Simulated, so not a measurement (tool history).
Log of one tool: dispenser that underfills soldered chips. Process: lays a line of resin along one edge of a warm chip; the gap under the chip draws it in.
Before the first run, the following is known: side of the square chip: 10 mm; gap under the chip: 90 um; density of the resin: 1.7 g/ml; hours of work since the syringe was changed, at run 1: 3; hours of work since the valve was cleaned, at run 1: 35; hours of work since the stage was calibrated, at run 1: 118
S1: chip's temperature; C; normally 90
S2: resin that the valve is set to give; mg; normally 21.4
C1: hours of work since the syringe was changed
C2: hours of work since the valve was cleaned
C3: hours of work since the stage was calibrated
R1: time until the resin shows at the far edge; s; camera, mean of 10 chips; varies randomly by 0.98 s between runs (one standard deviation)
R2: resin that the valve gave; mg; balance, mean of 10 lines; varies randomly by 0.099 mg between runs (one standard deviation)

run,day,S1,S2,C1,C2,C3,R1,R2
1,0,90,21.4,3,35,118,114.3,20.93
# day 0.162: new syringe of resin
2,0.246,90,21.4,1,39,122,103.9,20.64
# day 0.538: new syringe of resin
3,0.538,90,21.4,0,43,126,94.6,20.61
4,0.692,96,21.4,2,46,128,93.1,20.5
5,0.879,96,21.4,5,49,131,110.6,20.57
# day 0.908: new syringe of resin
6,1.083,96,21.4,3,52,134,98,20.69
# day 1.271: new syringe of resin
7,1.4,96,21.4,2,56,139,92.5,20.51
# day 1.646: new syringe of resin
8,1.708,96,21.4,1,61,144,85,20.36
# day 2.012: new syringe of resin
9,2.054,96,21.4,1,66,149,86.4,20.18
10,2.338,96,26.5,5,71,153,108.1,25.04
# day 2.371: new syringe of resin
11,2.679,96,26.5,5,76,158,105,24.91
# day 2.733: new syringe of resin
12,2.988,102,25.9,4,80,163,85.2,24.04
# day 3.1: new syringe of resin
13,3.146,86,27.3,1,83,165,108,25.43
# day 3.471: new syringe of resin
14,3.483,86,27.3,0,88,170,102.3,25.49
# day 3.75: dispensing valve cleaned and set on the balance
15,3.854,86,27.3,5,2,175,140.5,27.18
# day 3.883: new syringe of resin
16,4.112,88,25.1,4,6,179,123.9,25.11

Branching from run 16: 3 alternative next runs. What would each branch give?
# day 4.246: new syringe of resin
A,4.429,79,23.2,3,10,184,?,?
# day 4.246: new syringe of resin
B,4.429,97,25.1,3,10,184,?,?
# day 4.246: new syringe of resin
C,4.429,84,21.4,3,10,184,?,?

run,R1,R2
A,151.9,23.03
B,94.7,24.77
C,134.6,21.19
With no hidden state in the tool, these same runs would have given:
run,R1,R2
A,124.2,23.26
B,77.7,25.02
C,110.1,21.4
